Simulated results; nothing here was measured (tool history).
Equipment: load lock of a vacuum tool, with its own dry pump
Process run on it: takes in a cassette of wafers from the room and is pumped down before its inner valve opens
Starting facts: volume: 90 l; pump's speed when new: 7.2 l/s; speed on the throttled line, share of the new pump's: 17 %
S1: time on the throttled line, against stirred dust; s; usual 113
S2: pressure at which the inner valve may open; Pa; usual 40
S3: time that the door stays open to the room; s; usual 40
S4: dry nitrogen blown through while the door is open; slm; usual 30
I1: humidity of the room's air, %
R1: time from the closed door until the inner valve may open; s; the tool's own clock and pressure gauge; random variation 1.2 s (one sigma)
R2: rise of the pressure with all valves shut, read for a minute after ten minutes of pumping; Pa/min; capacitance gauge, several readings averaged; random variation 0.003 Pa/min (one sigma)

run	hour	S1	S2	S3	S4	I1	R1	R2
1	0	113	40	40	30	39.8	195.5	0.024
2	195	113	40	40	30	42.6	193.7	0.027
3	519.8	113	40	40	30	45.4	193.2	0.02
4	789.1	93	40	40	30	45.2	176.1	0.025
5	1246.1	113	40	40	25	45	192.6	0.025
6	1581.6	113	40	40	25	45.9	190.9	0.03
7	1947.5	113	53	40	25	45	189.6	0.026
8	2182.5	173	40	40	30	47.4	246.1	0.023
9	2415.7	173	40	40	30	43	241.9	0.021
10	2739	173	40	40	30	42.5	241.1	0.025
11	3041.9	173	40	40	30	44.3	247.1	0.027
12	3371.3	113	40	40	6	43.8	191.1	0.039
13	3586.5	113	40	40	10	43.7	193.5	0.035
14	3826.4	113	40	69	30	48.5	192.6	0.024
15	4271.3	113	40	69	30	45.5	194.1	0.034
16	4546.6	113	40	40	30	43.1	193.1	0.021
17	5009	113	40	40	30	46.3	193	0.023
18	5436.7	113	40	133	30	44.7	192.2	0.04
19	5850.2	171	38	109	10	44.1	241.9	0.053
20	6147.9	214	49	91	18	48.5	272.8	0.046
21	6343.9	113	40	40	5	46.2	192.6	0.044
22	6636.4	110	40	40	43	45.3	189.6	0.016
23	6922.5	113	68	40	18	41.4	185.9	0.027
24	7264.4	71	68	143	42	43.3	149.5	0.035
25	7481.2	56	40	40	9	44.6	145.5	0.033
26	7924.8	113	30	40	14	44	196.4	0.03
27	8288.6	113	33	171	30	45.6	193.6	0.051
28	8720.6	113	39	182	24	45.6	191.5	0.059
29	9162	113	39	182	24	44.6	192	0.055
30	9621.5	202	39	147	24	47.3	267.1	0.054
31	9998.7	113	62	40	42	47.6	186.5	0.02
32	10453.3	113	62	40	42	39.7	188.3	0.013
33	10860.5	113	62	40	42	46.9	187.8	0.023
34	11151	112	32	53	7	47.5	193.8	0.045
35	11611.1	119	32	53	17	45.4	200.9	0.032
36	12003.8	132	65	93	30	44.4	202.8	0.035

Removed from this log: 1 entry logged between the listed runs. Between which two listed runs does each belong, and how does the tool's hidden state at the listed run before it compare with that at the listed run after it?
Run 11 -> run 12: door's seal changed, seat wiped (hour 3221.8)
  leak at the door's seal, Pa l/s: 0.005 -> 0.002

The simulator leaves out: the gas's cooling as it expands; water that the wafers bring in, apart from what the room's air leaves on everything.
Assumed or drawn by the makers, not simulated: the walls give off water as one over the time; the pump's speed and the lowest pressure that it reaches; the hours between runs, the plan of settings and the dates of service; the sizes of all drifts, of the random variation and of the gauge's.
